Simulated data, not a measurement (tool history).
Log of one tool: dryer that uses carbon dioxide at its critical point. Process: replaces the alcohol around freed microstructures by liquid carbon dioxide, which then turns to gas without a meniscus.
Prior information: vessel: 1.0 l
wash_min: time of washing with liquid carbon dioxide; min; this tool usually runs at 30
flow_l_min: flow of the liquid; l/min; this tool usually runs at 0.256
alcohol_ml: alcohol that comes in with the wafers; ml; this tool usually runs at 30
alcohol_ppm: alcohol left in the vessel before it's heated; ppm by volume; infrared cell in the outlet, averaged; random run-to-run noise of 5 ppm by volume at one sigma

Run 1, hour 0: usual settings. Result: alcohol_ppm 77 ppm by volume.
Run 2, hour 7.2: usual settings. Result: alcohol_ppm 86 ppm by volume.
Run 3, hour 18.9: usual settings. Result: alcohol_ppm 86 ppm by volume.
Run 4, hour 26.8: usual settings but flow_l_min 0.232 l/min. Result: alcohol_ppm 120 ppm by volume.
Run 5, hour 40.5: usual settings but flow_l_min 0.333 l/min. Result: alcohol_ppm 51 ppm by volume.
Run 6, hour 54.6: usual settings but flow_l_min 0.333 l/min. Result: alcohol_ppm 47 ppm by volume.
Run 7, hour 66.1: usual settings but flow_l_min 0.252 l/min. Result: alcohol_ppm 89 ppm by volume.
Run 8, hour 73.3: usual settings but flow_l_min 0.252 l/min. Result: alcohol_ppm 84 ppm by volume.
Run 9, hour 83.2: usual settings but flow_l_min 0.252 l/min. Result: alcohol_ppm 90 ppm by volume.
Run 10, hour 99.3: usual settings but flow_l_min 0.252 l/min. Result: alcohol_ppm 93 ppm by volume.
Run 11, hour 111.6: usual settings but alcohol_ml 41 ml. Result: alcohol_ppm 109 ppm by volume.
Run 12, hour 121.9: usual settings but alcohol_ml 91 ml. Result: alcohol_ppm 166 ppm by volume.
Run 13, hour 128.9: usual settings but alcohol_ml 91 ml. Result: alcohol_ppm 176 ppm by volume.
Run 14, hour 137.5: usual settings but alcohol_ml 91 ml. Result: alcohol_ppm 180 ppm by volume.
Run 15, hour 148.4: usual settings but wash_min 22 min. Result: alcohol_ppm 291 ppm by volume.
Run 16, hour 155.9: usual settings. Result: alcohol_ppm 88 ppm by volume.
Run 17, hour 168.7: usual settings but alcohol_ml 60 ml. Result: alcohol_ppm 133 ppm by volume.
Run 18, hour 179.3: usual settings but alcohol_ml 26 ml. Result: alcohol_ppm 92 ppm by volume.
Run 19, hour 189.5: usual settings but alcohol_ml 26 ml. Result: alcohol_ppm 87 ppm by volume.
Run 20, hour 198: usual settings but alcohol_ml 26 ml. Result: alcohol_ppm 95 ppm by volume.
Run 21, hour 210.1: usual settings but alcohol_ml 26 ml. Result: alcohol_ppm 92 ppm by volume.
Run 22, hour 223: usual settings. Result: alcohol_ppm 94 ppm by volume.
Run 23, hour 231.9: usual settings. Result: alcohol_ppm 95 ppm by volume.
Run 24, hour 245.2: usual settings. Result: alcohol_ppm 105 ppm by volume.
Run 25, hour 253.9: usual settings. Result: alcohol_ppm 101 ppm by volume.
Run 26, hour 262.5: usual settings but wash_min 39 min, flow_l_min 0.229 l/min, alcohol_ml 56 ml. Result: alcohol_ppm 86 ppm by volume.
Run 27, hour 274.7: usual settings but wash_min 39 min, flow_l_min 0.229 l/min, alcohol_ml 56 ml. Result: alcohol_ppm 83 ppm by volume.
Run 28, hour 288.4: usual settings but wash_min 39 min, flow_l_min 0.229 l/min, alcohol_ml 56 ml. Result: alcohol_ppm 84 ppm by volume.
Run 29, hour 300.4: usual settings but wash_min 39 min, flow_l_min 0.229 l/min, alcohol_ml 56 ml. Result: alcohol_ppm 97 ppm by volume.
Run 30, hour 314.8: usual settings but wash_min 43 min, alcohol_ml 28 ml. Result: alcohol_ppm 74 ppm by volume.
Run 31, hour 322.8: usual settings but wash_min 43 min, alcohol_ml 28 ml. Result: alcohol_ppm 69 ppm by volume.
Run 32, hour 329.6: usual settings but wash_min 21 min, flow_l_min 0.229 l/min, alcohol_ml 39 ml. Result: alcohol_ppm 733 ppm by volume.
Run 33, hour 341.8: usual settings but wash_min 21 min, flow_l_min 0.229 l/min, alcohol_ml 39 ml. Result: alcohol_ppm 757 ppm by volume.
Run 34, hour 351.2: usual settings but wash_min 21 min, flow_l_min 0.229 l/min, alcohol_ml 39 ml. Result: alcohol_ppm 746 ppm by volume.
Run 35, hour 359.1: usual settings but wash_min 21 min, flow_l_min 0.229 l/min, alcohol_ml 39 ml. Result: alcohol_ppm 734 ppm by volume.
Run 36, hour 365.6: usual settings but wash_min 39 min, flow_l_min 0.168 l/min. Result: alcohol_ppm 181 ppm by volume.
Run 37, hour 379.1: usual settings but wash_min 22 min, flow_l_min 0.257 l/min, alcohol_ml 22 ml. Result: alcohol_ppm 268 ppm by volume.
Run 38, hour 394.4: usual settings but wash_min 22 min, flow_l_min 0.204 l/min, alcohol_ml 54 ml. Result: alcohol_ppm 1286 ppm by volume.
Run 39, hour 406.3: usual settings but wash_min 34 min, alcohol_ml 56 ml. Result: alcohol_ppm 115 ppm by volume.
Run 40, hour 415.7: usual settings but wash_min 21 min, alcohol_ml 99 ml. Result: alcohol_ppm 1184 ppm by volume.
Run 41, hour 426: usual settings but wash_min 28 min, flow_l_min 0.156 l/min, alcohol_ml 38 ml. Result: alcohol_ppm 1025 ppm by volume.
At hour 431.3: inlet filter changed.
Run 42, hour 434.5: usual settings but wash_min 28 min, flow_l_min 0.156 l/min, alcohol_ml 38 ml. Result: alcohol_ppm 836 ppm by volume.
Run 43, hour 445.2: usual settings but wash_min 19 min, flow_l_min 0.179 l/min, alcohol_ml 22 ml. Result: alcohol_ppm 1151 ppm by volume.
Run 44, hour 454.5: usual settings but wash_min 19 min, flow_l_min 0.179 l/min, alcohol_ml 22 ml. Result: alcohol_ppm 1165 ppm by volume.
Run 45, hour 461.5: usual settings but wash_min 19 min, flow_l_min 0.179 l/min, alcohol_ml 22 ml. Result: alcohol_ppm 1147 ppm by volume.
Run 46, hour 475.1: usual settings but wash_min 19 min, flow_l_min 0.179 l/min, alcohol_ml 22 ml. Result: alcohol_ppm 1137 ppm by volume.
Run 47, hour 485: usual settings but wash_min 19 min, flow_l_min 0.179 l/min, alcohol_ml 49 ml. Result: alcohol_ppm 2397 ppm by volume.

Subtracting, for every run, the result it would have given without the tool's unlogged condition from the measured result gives the following. The same run-to-run variation enters both numbers; the gauge's scatter may not:
Hidden state present: flow that reaches the vessel past the clogged filter, %; alcohol in the recycled carbon dioxide, ppm; drift of the gauge itself on alcohol_ppm, %.
run  alcohol_ppm
  1          +44
  2          +45
  3          +45
  4          +48
  5          +41
  6          +42
  7          +50
  8          +50
  9          +52
 10          +53
 11          +58
 12          +72
 13          +73
 14          +74
 15          +87
 16          +57
 17          +66
 18          +57
 19          +58
 20          +59
 21          +60
 22          +61
 23          +63
 24          +65
 25          +66
 26          +63
 27          +63
 28          +66
 29          +68
 30          +59
 31          +60
 32         +195
 33         +202
 34         +202
 35         +201
 36          +93
 37         +111
 38         +318
 39          +80
 40         +342
 41         +270
 42          +85
 43          +93
 44          +95
 45          +97
 46         +100
 47         +141
